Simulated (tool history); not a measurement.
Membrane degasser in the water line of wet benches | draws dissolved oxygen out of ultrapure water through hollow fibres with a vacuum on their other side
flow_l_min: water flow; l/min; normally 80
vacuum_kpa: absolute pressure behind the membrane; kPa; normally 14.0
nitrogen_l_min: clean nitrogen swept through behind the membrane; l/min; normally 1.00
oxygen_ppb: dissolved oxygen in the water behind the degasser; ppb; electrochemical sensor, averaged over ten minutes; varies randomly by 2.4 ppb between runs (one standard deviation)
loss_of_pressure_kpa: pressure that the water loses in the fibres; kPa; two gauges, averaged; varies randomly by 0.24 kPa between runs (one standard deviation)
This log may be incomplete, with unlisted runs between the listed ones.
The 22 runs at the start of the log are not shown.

{"run": 23, "hour": 2081.7, "flow_l_min": 116, "vacuum_kpa": 10.1, "nitrogen_l_min": 1.07, "oxygen_ppb": 1066.7, "loss_of_pressure_kpa": 93.22}
{"run": 24, "hour": 2151.5, "flow_l_min": 116, "vacuum_kpa": 19.6, "nitrogen_l_min": 1.07, "oxygen_ppb": 2207.4, "loss_of_pressure_kpa": 93.18}
{"run": 25, "hour": 2227.1, "flow_l_min": 116, "vacuum_kpa": 19.6, "nitrogen_l_min": 1.07, "oxygen_ppb": 2211.3, "loss_of_pressure_kpa": 93.35}
{"run": 26, "hour": 2283.3, "flow_l_min": 116, "vacuum_kpa": 19.6, "nitrogen_l_min": 1.07, "oxygen_ppb": 2208.6, "loss_of_pressure_kpa": 93.44}
{"run": 27, "hour": 2364.2, "flow_l_min": 80, "vacuum_kpa": 11.8, "nitrogen_l_min": 1.0, "oxygen_ppb": 1071.8, "loss_of_pressure_kpa": 64.08}
{"run": 28, "hour": 2432.9, "flow_l_min": 108, "vacuum_kpa": 11.9, "nitrogen_l_min": 0.71, "oxygen_ppb": 1554.7, "loss_of_pressure_kpa": 87.13}
{"run": 29, "hour": 2551.7, "flow_l_min": 80, "vacuum_kpa": 28.8, "nitrogen_l_min": 1.0, "oxygen_ppb": 2622.9, "loss_of_pressure_kpa": 64.86}
{"run": 30, "hour": 2659.6, "flow_l_min": 63, "vacuum_kpa": 34.2, "nitrogen_l_min": 0.45, "oxygen_ppb": 3908.7, "loss_of_pressure_kpa": 50.73}
{"run": 31, "hour": 2722.4, "flow_l_min": 65, "vacuum_kpa": 21.3, "nitrogen_l_min": 1.38, "oxygen_ppb": 1435.5, "loss_of_pressure_kpa": 52.79}

Alternative continuations, all from the tool just after run 31; predict every row:
{"run": "A", "hour": 2822.3, "flow_l_min": 55, "vacuum_kpa": 9.8, "nitrogen_l_min": 1.47, "oxygen_ppb": "?", "loss_of_pressure_kpa": "?"}
{"run": "B", "hour": 2822.3, "flow_l_min": 50, "vacuum_kpa": 19.1, "nitrogen_l_min": 1.26, "oxygen_ppb": "?", "loss_of_pressure_kpa": "?"}
{"run": "C", "hour": 2822.3, "flow_l_min": 80, "vacuum_kpa": 14.0, "nitrogen_l_min": 0.68, "oxygen_ppb": "?", "loss_of_pressure_kpa": "?"}
{"run": "D", "hour": 2822.3, "flow_l_min": 70, "vacuum_kpa": 23.9, "nitrogen_l_min": 2.84, "oxygen_ppb": "?", "loss_of_pressure_kpa": "?"}

run=A oxygen_ppb=498.7 loss_of_pressure_kpa=44.38
run=B oxygen_ppb=1143.7 loss_of_pressure_kpa=40.62
run=C oxygen_ppb=1630.4 loss_of_pressure_kpa=65.16
run=D oxygen_ppb=1007.8 loss_of_pressure_kpa=56.48
Had the tool no hidden state, the same runs would have come out as:
run=A oxygen_ppb=479.1 loss_of_pressure_kpa=43.23
run=B oxygen_ppb=1124.7 loss_of_pressure_kpa=39.58
run=C oxygen_ppb=1603.4 loss_of_pressure_kpa=63.48
run=D oxygen_ppb=992.7 loss_of_pressure_kpa=55.01

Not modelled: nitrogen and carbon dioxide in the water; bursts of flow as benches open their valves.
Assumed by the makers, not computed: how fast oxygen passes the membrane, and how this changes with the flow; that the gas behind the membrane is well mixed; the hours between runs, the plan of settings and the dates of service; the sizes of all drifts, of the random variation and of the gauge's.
